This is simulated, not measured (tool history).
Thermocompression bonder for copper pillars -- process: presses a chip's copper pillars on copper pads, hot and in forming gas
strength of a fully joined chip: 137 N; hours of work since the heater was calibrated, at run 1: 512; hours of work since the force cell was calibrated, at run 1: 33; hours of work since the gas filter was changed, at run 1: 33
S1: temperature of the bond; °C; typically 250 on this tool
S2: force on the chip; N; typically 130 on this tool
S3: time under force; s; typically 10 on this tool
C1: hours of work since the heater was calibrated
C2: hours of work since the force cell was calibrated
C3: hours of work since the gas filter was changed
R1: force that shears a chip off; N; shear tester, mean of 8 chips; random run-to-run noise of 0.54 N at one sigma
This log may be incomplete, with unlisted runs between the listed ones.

run	day	S1	S2	S3	C1	C2	C3	R1
1	0.000	250	130	10	512	33	33	63.1
2	3.196	268	130	10	561	82	82	79.5
3	5.162	268	130	10	591	112	112	78.4
4	6.783	268	130	10	616	136	136	77.0
# day 8.279: forming gas filter changed
5	9.054	250	79	10	651	171	12	47.9
6	11.504	250	130	10	688	208	49	61.5
7	13.479	250	130	10	718	239	79	60.8
8	16.604	250	130	10	766	286	127	59.8
# day 18.417: forming gas filter changed
9	19.600	267	130	10	812	332	18	79.5
10	21.971	225	130	10	848	368	54	38.7
11	24.275	225	130	10	883	403	90	38.0
12	25.738	250	130	10	905	426	112	59.2
# day 28.688: forming gas filter changed
13	28.842	260	130	10	952	473	2	73.6
14	31.038	260	130	10	986	506	36	72.2
15	34.033	263	130	10	1032	552	82	72.8
16	37.196	263	130	10	1080	601	130	70.7
# day 38.838: forming gas filter changed
17	39.233	250	130	23	1111	631	6	82.3
18	41.954	250	130	23	1153	673	48	81.2
19	44.692	250	99	23	1194	715	90	69.6
20	47.058	250	99	23	1231	751	126	69.3
21	48.554	250	99	23	1254	774	149	68.5
# day 48.979: forming gas filter changed
22	50.421	251	189	28	1282	802	22	99.1
23	53.221	241	81	10	1325	845	65	39.3
24	56.150	241	81	10	1369	890	110	38.2
# day 59.204: forming gas filter changed
25	59.204	241	81	10	1416	936	0	39.7
26	60.933	241	173	10	1442	962	26	60.1
27	63.471	241	117	7	1481	1001	65	41.5
# day 63.762: heater calibrated with a thermocouple chip
28	65.538	221	83	27	27	1032	96	36.9
29	67.542	221	131	15	58	1062	126	37.7
# day 69.525: forming gas filter changed
30	70.033	273	130	10	96	1100	8	80.7
31	72.971	228	130	10	140	1145	53	38.6
# day 75.146: heater calibrated with a thermocouple chip, once more
32	76.079	264	176	15	14	1191	99	98.0
33	78.342	264	176	15	49	1226	133	95.2
# day 79.900: forming gas filter changed
34	80.654	264	176	15	84	1261	12	101.6
35	83.467	250	105	13	127	1304	55	63.8
36	85.854	250	105	13	163	1340	91	62.6
37	87.808	274	176	18	193	1370	121	106.9
# day 90.096: forming gas filter changed
38	90.575	237	157	6	235	1412	7	47.8
39	93.929	237	157	6	287	1463	59	46.7

3 ways to go on from here, each from the tool as it stands after run 39. What would each give?
A	96.204	251	157	25	321	1498	93	?
B	96.204	225	151	21	321	1498	93	?
C	96.204	250	130	21	321	1498	93	?

run	R1
A	91.1
B	57.9
C	80.6
What these runs would have given with no unlogged condition in the tool:
run	R1
A	95.8
B	61.3
C	84.9
